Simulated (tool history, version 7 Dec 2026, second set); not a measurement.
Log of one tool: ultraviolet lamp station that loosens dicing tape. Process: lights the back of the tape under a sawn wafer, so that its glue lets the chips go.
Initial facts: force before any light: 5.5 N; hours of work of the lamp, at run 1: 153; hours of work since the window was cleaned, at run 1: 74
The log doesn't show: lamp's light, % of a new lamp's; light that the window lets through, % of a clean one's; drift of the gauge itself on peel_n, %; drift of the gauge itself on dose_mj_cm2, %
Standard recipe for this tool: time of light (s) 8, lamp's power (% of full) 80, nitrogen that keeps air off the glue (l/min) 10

run	hour	time of light (s)	lamp's power (% of full)	nitrogen that keeps air off the glue (l/min)	hours of work of the lamp	hours of work since the window was cleaned	force that peels the tape off (N)	light that reached the tape (J/m2)
1	0.0	8	80	10	153	74	0.287	3020
2	7.1	8	80	10	156	78	0.303	3020
3	16.6	8	90	10	161	82	0.282	3490
4	23.7	8	80	16	165	86	0.281	3100
5	30.2	8	80	10	168	89	0.295	3120
6	35.7	8	80	10	171	92	0.309	3030
7	41.9	8	80	10	174	95	0.309	3080
8	51.5	8	80	10	178	100	0.306	3050
9	57.1	8	80	10	181	103	0.323	3010
10	63.8	8	80	10	185	106	0.310	3040
11	70.8	8	80	10	188	110	0.289	3030
12	77.7	8	80	10	192	113	0.301	3020
13	87.2	4	85	10	196	118	0.719	1620
14	95.1	11	85	6	200	122	0.262	4430
# hour 96.0: window cleaned of glue's vapour
15	103.8	9	77	6	205	4	0.349	3210
16	113.4	9	77	6	209	9	0.313	3190
17	121.3	9	77	6	213	13	0.336	3250
18	126.5	11	80	10	216	15	0.256	4090
19	134.0	11	80	10	220	19	0.269	4050
20	142.9	8	80	7	224	24	0.359	2970
# hour 147.6: window cleaned of glue's vapour, once more
21	150.6	8	80	7	228	1	0.321	3080

Hidden condition of the tool, last listed run before each entry between runs versus first listed run after:
Logged between run 14 and run 15: window cleaned of glue's vapour (hour 96.0)
  lamp's light, % of a new lamp's: 94.5 -> 94.4; light that the window lets through, % of a clean one's: 97.3 -> 95.6
  difference, measured minus the result without the unlogged condition, force that peels the tape off (N): +0.007 -> +0.030; light that reached the tape (J/m2): -380 -> -350
Logged between run 20 and run 21: window cleaned of glue's vapour, once more (hour 147.6)
  lamp's light, % of a new lamp's: 94 -> 93.9; light that the window lets through, % of a clean one's: 95.3 -> 99.8
  difference, measured minus the result without the unlogged condition, force that peels the tape off (N): +0.038 -> +0.020; light that reached the tape (J/m2): -340 -> -200

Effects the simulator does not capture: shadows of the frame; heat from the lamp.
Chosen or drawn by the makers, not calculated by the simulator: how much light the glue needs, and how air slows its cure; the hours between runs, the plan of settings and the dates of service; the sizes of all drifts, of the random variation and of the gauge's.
